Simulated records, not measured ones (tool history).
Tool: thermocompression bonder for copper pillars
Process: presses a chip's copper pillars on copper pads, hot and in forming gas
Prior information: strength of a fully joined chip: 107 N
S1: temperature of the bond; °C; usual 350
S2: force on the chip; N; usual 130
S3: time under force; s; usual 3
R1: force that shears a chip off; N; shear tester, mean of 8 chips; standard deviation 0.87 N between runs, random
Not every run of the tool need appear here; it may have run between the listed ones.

Run 1, hour 0: usual settings. Result: R1 65.6 N.
Run 2, hour 20: usual settings. Result: R1 65.3 N.
Run 3, hour 33: usual settings but S2 143 N. Result: R1 69.1 N.
Run 4, hour 50: usual settings but S2 143 N. Result: R1 67.6 N.
Run 5, hour 66.5: usual settings but S2 143 N. Result: R1 67.4 N.
Run 6, hour 90.5: usual settings. Result: R1 63.6 N.
Run 7, hour 106: usual settings. Result: R1 62.7 N.
Run 8, hour 130: usual settings but S1 334 °C. Result: R1 53.6 N.
Run 9, hour 155.1: usual settings but S1 334 °C. Result: R1 53.5 N.
Run 10, hour 168.5: usual settings. Result: R1 60.5 N.
Run 11, hour 183.5: usual settings but S2 176 N. Result: R1 70.1 N.
Run 12, hour 201.1: usual settings. Result: R1 60.4 N.
Run 13, hour 214.6: usual settings. Result: R1 60.6 N.
Run 14, hour 242.7: usual settings. Result: R1 60.4 N.
Run 15, hour 268.5: usual settings. Result: R1 57.4 N.
At hour 276.3: forming gas filter changed.
Run 16, hour 292.4: usual settings but S3 5 s. Result: R1 74.1 N.
Run 17, hour 314.6: usual settings but S2 81 N. Result: R1 47.1 N.
Run 18, hour 342.2: usual settings but S2 81 N. Result: R1 48.4 N.
Run 19, hour 368.9: usual settings. Result: R1 63.9 N.
Run 20, hour 384.4: usual settings. Result: R1 62.3 N.
Run 21, hour 406.3: usual settings but S1 321 °C, S3 9 s. Result: R1 67.3 N.
Run 22, hour 430.4: usual settings but S1 379 °C, S3 2 s. Result: R1 68 N.
Run 23, hour 447: usual settings but S1 378 °C, S3 2 s. Result: R1 66.9 N.
Run 24, hour 467.1: usual settings but S1 378 °C, S3 2 s. Result: R1 66 N.
Run 25, hour 490.1: usual settings but S1 378 °C, S3 2 s. Result: R1 64.9 N.
Run 26, hour 519.6: usual settings but S1 367 °C, S2 139 N. Result: R1 69.9 N.
Run 27, hour 545: usual settings but S2 111 N. Result: R1 53.6 N.
Run 28, hour 562.4: usual settings but S1 330 °C, S2 85 N, S3 2 s. Result: R1 30.7 N.
Run 29, hour 582.5: usual settings but S2 169 N. Result: R1 67 N.
At hour 590.4: forming gas filter changed.
Run 30, hour 609.5: usual settings but S1 325 °C, S2 106 N, S3 2 s. Result: R1 37.4 N.
Run 31, hour 638.5: usual settings but S1 325 °C, S2 106 N, S3 2 s. Result: R1 36.4 N.
Run 32, hour 654.4: usual settings but S1 342 °C, S2 103 N. Result: R1 49.9 N.
Run 33, hour 683.3: usual settings but S1 342 °C, S2 103 N. Result: R1 49.3 N.
Run 34, hour 702.8: usual settings but S1 324 °C, S2 155 N, S3 5 s. Result: R1 64.3 N.
Run 35, hour 718.9: usual settings but S1 334 °C. Result: R1 52.5 N.
Run 36, hour 739.1: usual settings but S1 361 °C, S2 131 N. Result: R1 64.9 N.
Run 37, hour 761.3: usual settings but S1 376 °C, S2 131 N. Result: R1 72.2 N.
Run 38, hour 790.9: usual settings but S1 372 °C, S2 96 N. Result: R1 59.3 N.
Run 39, hour 811.9: usual settings but S1 372 °C, S2 96 N. Result: R1 58 N.
Run 40, hour 834.2: usual settings but S1 372 °C, S2 96 N. Result: R1 57.2 N.

Branching from run 40: 4 alternative next runs. What would each branch give?
Run A, hour 855.5: usual settings but S3 4 s. Result: R1 ?.
Run B, hour 855.5: usual settings but S1 365 °C, S2 83 N, S3 4 s. Result: R1 ?.
Run C, hour 855.5: usual settings but S1 372 °C, S2 81 N, S3 2 s. Result: R1 ?.
Run D, hour 855.5: usual settings but S1 374 °C, S2 83 N. Result: R1 ?.

run    R1
  A  60.3
  B  53.6
  C  45.2
  D  55.4
With no hidden state in the tool, these same runs would have given:
run    R1
  A  73.6
  B  66.2
  C  56.3
  D  67.9
